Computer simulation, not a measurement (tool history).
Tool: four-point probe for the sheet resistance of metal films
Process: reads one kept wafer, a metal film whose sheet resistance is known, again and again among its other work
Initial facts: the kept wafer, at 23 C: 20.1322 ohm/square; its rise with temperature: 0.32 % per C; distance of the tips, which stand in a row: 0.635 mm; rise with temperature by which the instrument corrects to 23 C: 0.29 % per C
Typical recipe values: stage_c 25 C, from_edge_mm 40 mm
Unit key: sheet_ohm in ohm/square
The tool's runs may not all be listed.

| run | hour | stage_c | from_edge_mm | sheet_ohm |
|---|---|---|---|---|
| 1 | 0.0 | 25 | 40 | 20.465153 |
| 2 | 31.5 | 25 | 40 | 20.469232 |
| 3 | 44.6 | 25 | 40 | 20.469162 |
| 4 | 74.3 | 25 | 40 | 20.467732 |
| 5 | 91.5 | 25 | 40 | 20.475342 |
| 6 | 104.8 | 25 | 23 | 20.483467 |
| 7 | 126.7 | 25 | 23 | 20.490660 |
| 8 | 154.8 | 25 | 4 | 20.762565 |
| 9 | 177.9 | 32 | 40 | 20.538807 |
| 10 | 201.5 | 32 | 40 | 20.547363 |
| 11 | 220.3 | 24 | 40 | 20.494498 |
| 12 | 245.4 | 24 | 40 | 20.501279 |
| 13 | 276.5 | 25 | 40 | 20.518033 |
| 14 | 308.6 | 25 | 40 | 20.513589 |
| 15 | 333.5 | 25 | 40 | 20.528981 |
| 16 | 354.8 | 25 | 15 | 20.540471 |
| 17 | 377.7 | 25 | 15 | 20.545383 |
|  | 401.3 | new probe head fitted |
| 18 | 401.3 | 25 | 15 | 20.191310 |
| 19 | 432.4 | 20 | 11 | 20.173700 |
| 20 | 459.4 | 24 | 4 | 20.444932 |
| 21 | 473.0 | 25 | 53 | 20.187669 |
| 22 | 504.5 | 34 | 8 | 20.324315 |
| 23 | 533.9 | 33 | 15 | 20.269069 |
| 24 | 554.6 | 33 | 4 | 20.519902 |
| 25 | 585.5 | 21 | 16 | 20.205465 |
| 26 | 604.9 | 25 | 5 | 20.388396 |
| 27 | 628.8 | 34 | 46 | 20.274166 |
| 28 | 654.8 | 24 | 12 | 20.245425 |
| 29 | 678.7 | 24 | 12 | 20.254275 |
| 30 | 706.0 | 30 | 11 | 20.298231 |
| 31 | 723.1 | 24 | 40 | 20.232046 |
| 32 | 745.5 | 24 | 40 | 20.234259 |
| 33 | 777.9 | 20 | 4 | 20.478379 |
| 34 | 807.6 | 20 | 4 | 20.485308 |
| 35 | 829.0 | 31 | 29 | 20.298004 |

Same runs, no hidden state in the tool, same run-to-run variation:
The tool's hidden condition here consists of: inner tips' distance over the nominal, %; tips' flats over new ones', %; wafer's true temperature over the reading, C; drift of the gauge itself on sheet_ohm, %.
| run | sheet_ohm |
|---|---|
| 1 | 20.151170 |
| 2 | 20.149535 |
| 3 | 20.147070 |
| 4 | 20.140406 |
| 5 | 20.144844 |
| 6 | 20.150431 |
| 7 | 20.153340 |
| 8 | 20.416294 |
| 9 | 20.191970 |
| 10 | 20.196255 |
| 11 | 20.140846 |
| 12 | 20.143129 |
| 13 | 20.153920 |
| 14 | 20.144116 |
| 15 | 20.154595 |
| 16 | 20.162024 |
| 17 | 20.162695 |
| 18 | 20.163695 |
| 19 | 20.140091 |
| 20 | 20.406083 |
| 21 | 20.146922 |
| 22 | 20.277860 |
| 23 | 20.216983 |
| 24 | 20.463590 |
| 25 | 20.143932 |
| 26 | 20.322850 |
| 27 | 20.205057 |
| 28 | 20.171227 |
| 29 | 20.175873 |
| 30 | 20.214677 |
| 31 | 20.145353 |
| 32 | 20.143205 |
| 33 | 20.380232 |
| 34 | 20.381591 |
| 35 | 20.191909 |
